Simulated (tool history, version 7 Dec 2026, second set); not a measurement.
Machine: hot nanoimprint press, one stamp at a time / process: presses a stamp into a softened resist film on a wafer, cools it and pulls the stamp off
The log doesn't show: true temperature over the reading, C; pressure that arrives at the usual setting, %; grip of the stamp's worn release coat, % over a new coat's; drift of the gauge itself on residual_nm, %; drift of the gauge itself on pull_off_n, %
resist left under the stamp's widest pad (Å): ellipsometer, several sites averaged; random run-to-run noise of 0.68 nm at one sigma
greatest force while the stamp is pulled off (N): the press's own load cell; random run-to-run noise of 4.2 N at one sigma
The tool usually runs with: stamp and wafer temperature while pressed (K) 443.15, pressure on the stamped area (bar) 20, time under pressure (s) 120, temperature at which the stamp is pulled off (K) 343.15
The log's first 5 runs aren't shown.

| run | hour | stamp and wafer temperature while pressed (K) | pressure on the stamped area (bar) | time under pressure (s) | temperature at which the stamp is pulled off (K) | hours of work since the thermocouple was calibrated | imprints on the stamp's release coat | hours of work since the press's seals were changed | resist left under the stamp's widest pad (Å) | greatest force while the stamp is pulled off (N) |
|---|---|---|---|---|---|---|---|---|---|---|
| 6 | 38.7 | 443.15 | 20 | 120 | 343.15 | 220 | 1901 | 266 | 1713 | 216 |
|  | 49.3 | stamp cleaned and given a new release coat |
| 7 | 54.8 | 443.15 | 20 | 120 | 343.15 | 226 | 20 | 272 | 1703 | 203 |
| 8 | 65 | 443.15 | 20 | 120 | 343.15 | 232 | 56 | 278 | 1714 | 206 |
| 9 | 72.4 | 443.15 | 20 | 120 | 343.15 | 237 | 82 | 283 | 1707 | 204 |
| 10 | 76.5 | 443.15 | 20 | 120 | 343.15 | 239 | 97 | 285 | 1694 | 195 |
| 11 | 86 | 443.15 | 20 | 120 | 343.15 | 245 | 131 | 291 | 1704 | 206 |
| 12 | 90.4 | 443.15 | 20 | 120 | 343.15 | 248 | 146 | 294 | 1701 | 201 |
| 13 | 97 | 443.15 | 20 | 120 | 343.15 | 252 | 170 | 298 | 1712 | 208 |
| 14 | 104.3 | 443.15 | 20 | 120 | 343.15 | 256 | 196 | 302 | 1699 | 207 |
| 15 | 109.5 | 443.15 | 20 | 212 | 343.15 | 259 | 215 | 305 | 1420 | 197 |
| 16 | 117 | 443.15 | 20 | 100 | 337.15 | 264 | 241 | 310 | 1798 | 213 |
| 17 | 126.3 | 442.15 | 16.8 | 129 | 340.15 | 269 | 275 | 315 | 1849 | 206 |
| 18 | 133.1 | 446.15 | 30.5 | 141 | 340.15 | 274 | 299 | 319 | 1169 | 203 |
| 19 | 139.1 | 453.15 | 13.2 | 183 | 328.15 | 277 | 320 | 323 | 1292 | 226 |
| 20 | 146.3 | 453.15 | 13.2 | 183 | 328.15 | 282 | 346 | 327 | 1285 | 220 |
| 21 | 154.5 | 453.15 | 13.2 | 183 | 328.15 | 287 | 375 | 332 | 1297 | 217 |
| 22 | 159.8 | 434.15 | 20 | 232 | 338.15 | 290 | 394 | 336 | 1894 | 205 |
| 23 | 166.3 | 433.15 | 21.3 | 146 | 331.15 | 294 | 417 | 340 | 2145 | 214 |
| 24 | 175 | 433.15 | 21.3 | 146 | 331.15 | 299 | 448 | 345 | 2142 | 216 |
| 25 | 180.2 | 443.15 | 20 | 120 | 342.15 | 302 | 467 | 348 | 1689 | 207 |
| 26 | 189.7 | 431.15 | 26.8 | 66 | 337.15 | 308 | 501 | 354 | 2413 | 209 |
| 27 | 197.7 | 436.15 | 20 | 80 | 343.15 | 313 | 529 | 359 | 2252 | 205 |
| 28 | 206 | 435.15 | 20 | 116 | 343.15 | 318 | 559 | 364 | 2158 | 205 |
|  | 210.8 | gauge calibrated |
| 29 | 212 | 440.15 | 20 | 120 | 337.15 | 321 | 580 | 367 | 1893 | 217 |
| 30 | 220.6 | 440.15 | 20 | 120 | 337.15 | 327 | 611 | 372 | 1896 | 208 |

4 options for the next run, each taken on its own from the tool as it stands now. Forecast them:
| A | 229.5 | 440.15 | 20 | 68 | 337.15 | 332 | 643 | 378 | ? | ? |
| B | 229.5 | 440.15 | 20 | 217 | 330.15 | 332 | 643 | 378 | ? | ? |
| C | 229.5 | 443.15 | 20 | 120 | 341.15 | 332 | 643 | 378 | ? | ? |
| D | 229.5 | 443.15 | 20 | 120 | 330.15 | 332 | 643 | 378 | ? | ? |

| run | resist left under the stamp's widest pad (Å) | greatest force while the stamp is pulled off (N) |
|---|---|---|
| A | 2164 | 214 |
| B | 1587 | 216 |
| C | 1710 | 210 |
| D | 1714 | 217 |
What these runs would have given with no unlogged condition in the tool:
| run | resist left under the stamp's widest pad (Å) | greatest force while the stamp is pulled off (N) |
|---|---|---|
| A | 2167 | 213 |
| B | 1588 | 214 |
| C | 1712 | 209 |
| D | 1716 | 216 |
